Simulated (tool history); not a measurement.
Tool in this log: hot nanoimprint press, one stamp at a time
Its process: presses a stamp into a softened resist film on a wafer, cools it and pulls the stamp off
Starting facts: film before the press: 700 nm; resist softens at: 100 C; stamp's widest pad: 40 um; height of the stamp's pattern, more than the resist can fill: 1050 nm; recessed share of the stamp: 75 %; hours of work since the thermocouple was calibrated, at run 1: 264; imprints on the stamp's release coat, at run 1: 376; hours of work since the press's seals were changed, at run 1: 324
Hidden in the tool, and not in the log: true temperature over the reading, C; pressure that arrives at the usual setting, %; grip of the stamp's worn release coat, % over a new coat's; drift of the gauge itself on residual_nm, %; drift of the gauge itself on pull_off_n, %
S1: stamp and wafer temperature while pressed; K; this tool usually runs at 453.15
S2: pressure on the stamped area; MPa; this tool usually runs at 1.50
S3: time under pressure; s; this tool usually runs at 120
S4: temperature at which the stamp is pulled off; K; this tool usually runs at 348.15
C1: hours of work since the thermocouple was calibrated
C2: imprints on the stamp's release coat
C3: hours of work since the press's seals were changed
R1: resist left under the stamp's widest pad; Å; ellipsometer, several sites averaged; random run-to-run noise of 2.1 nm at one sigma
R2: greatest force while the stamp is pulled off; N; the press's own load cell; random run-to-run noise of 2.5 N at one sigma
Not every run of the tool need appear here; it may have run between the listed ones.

Run 1, hour 0.0: usual settings; C1 264; C2 376; C3 324. Result: R1 3219 Å, R2 128 N.
Run 2, hour 11.7: usual settings; C1 273; C2 411; C3 332. Result: R1 3196 Å, R2 126 N.
Run 3, hour 17.6: usual settings; C1 277; C2 429; C3 337. Result: R1 3198 Å, R2 128 N.
Run 4, hour 25.1: usual settings but S3 138 s; C1 283; C2 451; C3 342. Result: R1 3009 Å, R2 135 N.
Run 5, hour 33.5: usual settings but S3 138 s; C1 289; C2 476; C3 348. Result: R1 3031 Å, R2 131 N.
Run 6, hour 44.0: usual settings but S3 138 s; C1 296; C2 507; C3 356. Result: R1 3035 Å, R2 132 N.
Run 7, hour 52.3: usual settings but S3 138 s; C1 303; C2 533; C3 362. Result: R1 3032 Å, R2 134 N.
Run 8, hour 65.5: usual settings but S3 138 s; C1 312; C2 572; C3 372. Result: R1 3032 Å, R2 138 N.
Run 9, hour 74.3: usual settings but S2 1.51 MPa; C1 319; C2 598; C3 378. Result: R1 3193 Å, R2 139 N.
Run 10, hour 87.2: usual settings but S1 459.15 K; C1 328; C2 637; C3 388. Result: R1 2557 Å, R2 140 N.
Run 11, hour 93.5: usual settings but S1 459.15 K; C1 333; C2 656; C3 392. Result: R1 2586 Å, R2 139 N.
At hour 99.8: plate thermocouple calibrated.
Run 12, hour 107.3: usual settings but S1 459.15 K; C1 5; C2 688; C3 400. Result: R1 2712 Å, R2 148 N.
Run 13, hour 116.2: usual settings; C1 12; C2 715; C3 407. Result: R1 3358 Å, R2 146 N.
Run 14, hour 122.5: usual settings but S1 455.15 K, S2 2.14 MPa, S4 333.15 K; C1 17; C2 734; C3 411. Result: R1 2654 Å, R2 171 N.
Run 15, hour 132.0: usual settings but S2 1.89 MPa; C1 24; C2 762; C3 418. Result: R1 3017 Å, R2 146 N.
Run 16, hour 138.8: usual settings but S1 452.15 K, S2 1.32 MPa, S3 63 s, S4 345.15 K; C1 29; C2 783; C3 423. Result: R1 4515 Å, R2 156 N.
Run 17, hour 150.6: usual settings but S1 445.15 K, S2 2.06 MPa, S3 75 s, S4 337.15 K; C1 37; C2 818; C3 432. Result: R1 4485 Å, R2 170 N.
Run 18, hour 156.9: usual settings but S1 455.15 K, S2 1.01 MPa, S3 75 s, S4 337.15 K; C1 42; C2 837; C3 436. Result: R1 4241 Å, R2 171 N.
Run 19, hour 168.0: usual settings but S1 454.15 K, S2 1.01 MPa, S3 116 s, S4 337.15 K; C1 50; C2 870; C3 445. Result: R1 3772 Å, R2 177 N.
Run 20, hour 174.3: usual settings but S1 460.15 K, S2 1.27 MPa, S3 159 s, S4 337.15 K; C1 55; C2 889; C3 449. Result: R1 2506 Å, R2 170 N.
Run 21, hour 182.4: usual settings but S1 460.15 K, S2 1.27 MPa, S3 159 s, S4 337.15 K; C1 61; C2 913; C3 455. Result: R1 2490 Å, R2 176 N.
Run 22, hour 195.2: usual settings but S1 460.15 K, S2 1.27 MPa, S3 159 s, S4 337.15 K; C1 70; C2 951; C3 465. Result: R1 2444 Å, R2 177 N.
Run 23, hour 201.4: usual settings but S1 460.15 K, S2 1.27 MPa, S3 159 s, S4 337.15 K; C1 74; C2 970; C3 469. Result: R1 2464 Å, R2 174 N.
Run 24, hour 213.5: usual settings but S1 450.15 K, S2 1.90 MPa, S3 137 s, S4 347.15 K; C1 83; C2 1006; C3 478. Result: R1 3204 Å, R2 162 N.
Run 25, hour 223.6: usual settings but S2 1.58 MPa, S3 232 s, S4 349.15 K; C1 91; C2 1036; C3 485. Result: R1 2466 Å, R2 154 N.
Run 26, hour 229.8: usual settings but S2 1.58 MPa, S3 232 s, S4 349.15 K; C1 95; C2 1055; C3 490. Result: R1 2464 Å, R2 158 N.

Forecast each of these 4 alternatives for the next run:
Run A, hour 241.9: usual settings but S2 2.03 MPa, S3 160 s; C1 104; C2 1091; C3 499. Result: R1 ?, R2 ?.
Run B, hour 241.9: usual settings but S2 0.98 MPa, S3 232 s, S4 347.15 K; C1 104; C2 1091; C3 499. Result: R1 ?, R2 ?.
Run C, hour 241.9: usual settings but S2 1.58 MPa, S3 164 s, S4 349.15 K; C1 104; C2 1091; C3 499. Result: R1 ?, R2 ?.
Run D, hour 241.9: usual settings but S2 1.19 MPa, S3 169 s, S4 355.15 K; C1 104; C2 1091; C3 499. Result: R1 ?, R2 ?.

run    R1   R2
  A  2574  166
  B  3010  169
  C  2832  163
  D  3096  154
Take away the tool's hidden state, keep each run's random variation, and the runs would have read:
run    R1   R2
  A  2608  113
  B  3069  116
  C  2877  111
  D  3151  106

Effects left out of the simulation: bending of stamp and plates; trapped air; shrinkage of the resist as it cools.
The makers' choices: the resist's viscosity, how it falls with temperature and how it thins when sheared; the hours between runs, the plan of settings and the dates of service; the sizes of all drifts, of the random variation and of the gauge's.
